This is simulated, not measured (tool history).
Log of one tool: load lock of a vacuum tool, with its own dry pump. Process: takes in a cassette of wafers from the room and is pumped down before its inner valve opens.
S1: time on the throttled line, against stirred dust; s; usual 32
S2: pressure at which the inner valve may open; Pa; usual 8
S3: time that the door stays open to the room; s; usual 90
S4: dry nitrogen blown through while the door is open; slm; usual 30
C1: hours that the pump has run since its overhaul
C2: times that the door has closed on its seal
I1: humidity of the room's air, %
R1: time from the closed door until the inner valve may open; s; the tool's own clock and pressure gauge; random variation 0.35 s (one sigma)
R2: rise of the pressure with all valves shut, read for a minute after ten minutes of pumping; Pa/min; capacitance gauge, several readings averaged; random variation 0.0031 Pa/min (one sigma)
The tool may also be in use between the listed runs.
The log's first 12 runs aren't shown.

{"run": 13, "hour": 864.2, "S1": 32, "S2": 8, "S3": 147, "S4": 30, "C1": 4875, "C2": 23864, "I1": 45.9, "R1": 47.8, "R2": 0.139}
{"run": 14, "hour": 939.0, "S1": 32, "S2": 12, "S3": 90, "S4": 30, "C1": 4950, "C2": 24030, "I1": 43.6, "R1": 46.9, "R2": 0.114}
{"run": 15, "hour": 1015.1, "S1": 32, "S2": 12, "S3": 90, "S4": 30, "C1": 5026, "C2": 24199, "I1": 45.6, "R1": 46.7, "R2": 0.121}
{"run": 16, "hour": 1105.6, "S1": 32, "S2": 12, "S3": 90, "S4": 30, "C1": 5117, "C2": 24400, "I1": 45.7, "R1": 47.2, "R2": 0.116}
{"run": 17, "hour": 1183.2, "S1": 32, "S2": 12, "S3": 90, "S4": 30, "C1": 5194, "C2": 24572, "I1": 42.9, "R1": 46.2, "R2": 0.116}
{"run": 18, "hour": 1286.5, "S1": 32, "S2": 12, "S3": 90, "S4": 30, "C1": 5298, "C2": 24801, "I1": 45.3, "R1": 47, "R2": 0.127}
{"run": 19, "hour": 1372.2, "S1": 32, "S2": 12, "S3": 90, "S4": 30, "C1": 5383, "C2": 24991, "I1": 44.8, "R1": 46.7, "R2": 0.122}
{"run": 20, "hour": 1415.1, "S1": 32, "S2": 12, "S3": 90, "S4": 30, "C1": 5426, "C2": 25087, "I1": 44.7, "R1": 46.6, "R2": 0.119}
{"run": 21, "hour": 1500.4, "S1": 32, "S2": 14, "S3": 43, "S4": 5, "C1": 5511, "C2": 25276, "I1": 46, "R1": 46.3, "R2": 0.127}
{"run": 22, "hour": 1548.2, "S1": 32, "S2": 8, "S3": 187, "S4": 30, "C1": 5559, "C2": 25382, "I1": 44.6, "R1": 47.8, "R2": 0.16}
{"run": 23, "hour": 1621.3, "S1": 32, "S2": 8, "S3": 187, "S4": 30, "C1": 5632, "C2": 25545, "I1": 43.5, "R1": 47.8, "R2": 0.165}
{"run": 24, "hour": 1681.2, "S1": 32, "S2": 10, "S3": 108, "S4": 11, "C1": 5692, "C2": 25677, "I1": 47.2, "R1": 47.2, "R2": 0.163}
{"run": 25, "hour": 1746.9, "S1": 32, "S2": 10, "S3": 108, "S4": 6, "C1": 5758, "C2": 25823, "I1": 45.1, "R1": 47, "R2": 0.171}
{"run": 26, "hour": 1847.8, "S1": 30, "S2": 14, "S3": 70, "S4": 18, "C1": 5859, "C2": 26047, "I1": 45.6, "R1": 44.7, "R2": 0.123}
{"run": 27, "hour": 1940.2, "S1": 30, "S2": 14, "S3": 70, "S4": 18, "C1": 5951, "C2": 26252, "I1": 45.6, "R1": 44.2, "R2": 0.127}
{"run": 28, "hour": 2032.0, "S1": 32, "S2": 8, "S3": 228, "S4": 30, "C1": 6043, "C2": 26456, "I1": 43.6, "R1": 47.9, "R2": 0.184}
{"run": 29, "hour": 2097.4, "S1": 17, "S2": 8, "S3": 105, "S4": 39, "C1": 6108, "C2": 26601, "I1": 44.2, "R1": 33.9, "R2": 0.124}
{"run": 30, "hour": 2188.0, "S1": 17, "S2": 8, "S3": 105, "S4": 39, "C1": 6199, "C2": 26802, "I1": 44.7, "R1": 34.6, "R2": 0.12}
{"run": 31, "hour": 2291.1, "S1": 36, "S2": 8, "S3": 80, "S4": 8, "C1": 6302, "C2": 27031, "I1": 42.3, "R1": 51.2, "R2": 0.14}
{"run": 32, "hour": 2354.9, "S1": 33, "S2": 8, "S3": 80, "S4": 11, "C1": 6366, "C2": 27173, "I1": 43.5, "R1": 48.4, "R2": 0.144}
{"run": 33, "hour": 2423.0, "S1": 31, "S2": 13, "S3": 90, "S4": 29, "C1": 6434, "C2": 27324, "I1": 45.7, "R1": 45.6, "R2": 0.129}
{"run": 34, "hour": 2494.5, "S1": 31, "S2": 13, "S3": 90, "S4": 29, "C1": 6506, "C2": 27483, "I1": 44.1, "R1": 45.9, "R2": 0.128}
{"run": 35, "hour": 2561.7, "S1": 51, "S2": 13, "S3": 90, "S4": 29, "C1": 6573, "C2": 27632, "I1": 50.2, "R1": 63.5, "R2": 0.137}
{"run": 36, "hour": 2663.0, "S1": 32, "S2": 8, "S3": 90, "S4": 23, "C1": 6674, "C2": 27857, "I1": 45.7, "R1": 48.1, "R2": 0.134}
{"run": 37, "hour": 2764.1, "S1": 32, "S2": 8, "S3": 43, "S4": 5, "C1": 6775, "C2": 28081, "I1": 45.4, "R1": 47.5, "R2": 0.125}

3 ways to go on from here, each from the tool as it stands after run 37. What would each give?
{"run": "A", "hour": 2853.1, "S1": 32, "S2": 13, "S3": 208, "S4": 38, "C1": 6864, "C2": 28279, "I1": 47.3, "R1": "?", "R2": "?"}
{"run": "B", "hour": 2853.1, "S1": 32, "S2": 8, "S3": 175, "S4": 5, "C1": 6864, "C2": 28279, "I1": 44.2, "R1": "?", "R2": "?"}
{"run": "C", "hour": 2853.1, "S1": 35, "S2": 14, "S3": 38, "S4": 5, "C1": 6864, "C2": 28279, "I1": 44.5, "R1": "?", "R2": "?"}

run=A R1=46.8 R2=0.17
run=B R1=47.8 R2=0.222
run=C R1=49 R2=0.118
Without the tool's hidden state the same runs would have given:
run=A R1=45.7 R2=0.118
run=B R1=46.6 R2=0.169
run=C R1=47.9 R2=0.066
